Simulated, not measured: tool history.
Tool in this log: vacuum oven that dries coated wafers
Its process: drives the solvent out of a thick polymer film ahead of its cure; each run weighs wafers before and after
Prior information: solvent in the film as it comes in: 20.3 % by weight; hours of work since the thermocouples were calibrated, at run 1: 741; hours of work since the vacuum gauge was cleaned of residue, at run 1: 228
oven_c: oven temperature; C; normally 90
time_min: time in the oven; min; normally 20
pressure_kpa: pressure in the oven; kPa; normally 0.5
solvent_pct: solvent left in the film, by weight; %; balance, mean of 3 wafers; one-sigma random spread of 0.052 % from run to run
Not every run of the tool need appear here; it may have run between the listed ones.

| run | hour | oven_c | time_min | pressure_kpa | hours of work since the thermocouples were calibrated | hours of work since the vacuum gauge was cleaned of residue | solvent_pct |
|---|---|---|---|---|---|---|---|
| 1 | 0 | 90 | 20 | 0.5 | 741 | 228 | 1.32 |
| 2 | 65.7 | 90 | 20 | 0.5 | 768 | 255 | 1.27 |
| 3 | 118.5 | 90 | 20 | 0.5 | 789 | 276 | 1.15 |
| 4 | 168.5 | 90 | 28 | 0.5 | 810 | 297 | 0.77 |
| 5 | 221.9 | 90 | 28 | 0.5 | 832 | 319 | 0.77 |
| 6 | 295.6 | 90 | 28 | 0.5 | 862 | 349 | 0.77 |
| 7 | 335.7 | 90 | 20 | 0.319 | 878 | 365 | 1.14 |
| 8 | 413.2 | 90 | 20 | 0.349 | 910 | 397 | 1.12 |
| 9 | 459 | 90 | 20 | 0.349 | 929 | 416 | 1.13 |
| 10 | 516.2 | 90 | 20 | 0.438 | 953 | 439 | 1.15 |
| 11 | 569.3 | 90 | 20 | 0.438 | 974 | 461 | 1.24 |
| 12 | 628.3 | 90 | 17 | 0.5 | 998 | 485 | 1.8 |
| 13 | 694.9 | 90 | 20 | 0.5 | 1026 | 513 | 1.32 |
| 14 | 762.5 | 102 | 20 | 0.5 | 1054 | 540 | 0.44 |
| 15 | 801.1 | 102 | 20 | 0.5 | 1069 | 556 | 0.52 |
| 16 | 882.2 | 90 | 19 | 0.5 | 1103 | 589 | 1.47 |
|  | 887.7 | vacuum gauge cleaned of residue and calibrated |
| 17 | 958.2 | 90 | 29 | 0.5 | 1133 | 29 | 0.91 |
| 18 | 1026.7 | 90 | 15 | 0.5 | 1161 | 57 | 2.34 |
| 19 | 1067.9 | 92 | 31 | 0.641 | 1178 | 74 | 0.9 |
|  | 1102.5 | vacuum gauge cleaned of residue and calibrated, once more |
| 20 | 1121.6 | 101 | 20 | 0.372 | 1200 | 8 | 0.37 |
| 21 | 1176.2 | 89 | 16 | 0.5 | 1222 | 30 | 1.91 |
| 22 | 1238.9 | 89 | 16 | 0.5 | 1248 | 56 | 1.9 |
| 23 | 1274.4 | 89 | 16 | 0.5 | 1262 | 71 | 2.01 |
| 24 | 1350.6 | 90 | 34 | 0.5 | 1294 | 102 | 0.58 |
| 25 | 1397.7 | 80 | 10 | 0.398 | 1313 | 121 | 6.29 |
| 26 | 1451.1 | 90 | 11 | 0.5 | 1335 | 143 | 3.31 |
| 27 | 1511.7 | 84 | 24 | 0.5 | 1360 | 168 | 1.4 |
| 28 | 1560.1 | 95 | 20 | 0.5 | 1379 | 188 | 0.8 |
| 29 | 1633.9 | 103 | 20 | 0.5 | 1410 | 218 | 0.37 |
| 30 | 1681.3 | 90 | 20 | 0.382 | 1429 | 237 | 1.02 |
| 31 | 1762 | 93 | 20 | 0.5 | 1462 | 271 | 0.97 |

Measured minus without-hidden-state, run by run (identical run-to-run variation in each term; gauge scatter may differ):
The hidden state here: true wafer temperature over the reading, C; true pressure over the reading, kPa; drift of the gauge itself on solvent_pct, %.
| run | solvent_pct |
|---|---|
| 1 | +0 |
| 2 | +0.01 |
| 3 | +0.02 |
| 4 | +0.06 |
| 5 | +0.07 |
| 6 | +0.09 |
| 7 | +0.04 |
| 8 | +0.05 |
| 9 | +0.05 |
| 10 | +0.06 |
| 11 | +0.06 |
| 12 | +0.04 |
| 13 | +0.08 |
| 14 | +0.1 |
| 15 | +0.09 |
| 16 | +0.09 |
| 17 | +0.27 |
| 18 | +0.14 |
| 19 | +0.27 |
| 20 | -0.03 |
| 21 | -0.17 |
| 22 | -0.16 |
| 23 | -0.16 |
| 24 | +0.01 |
| 25 | -0.26 |
| 26 | -0.21 |
| 27 | -0.08 |
| 28 | -0.03 |
| 29 | +0.02 |
| 30 | -0.05 |
| 31 | -0.02 |

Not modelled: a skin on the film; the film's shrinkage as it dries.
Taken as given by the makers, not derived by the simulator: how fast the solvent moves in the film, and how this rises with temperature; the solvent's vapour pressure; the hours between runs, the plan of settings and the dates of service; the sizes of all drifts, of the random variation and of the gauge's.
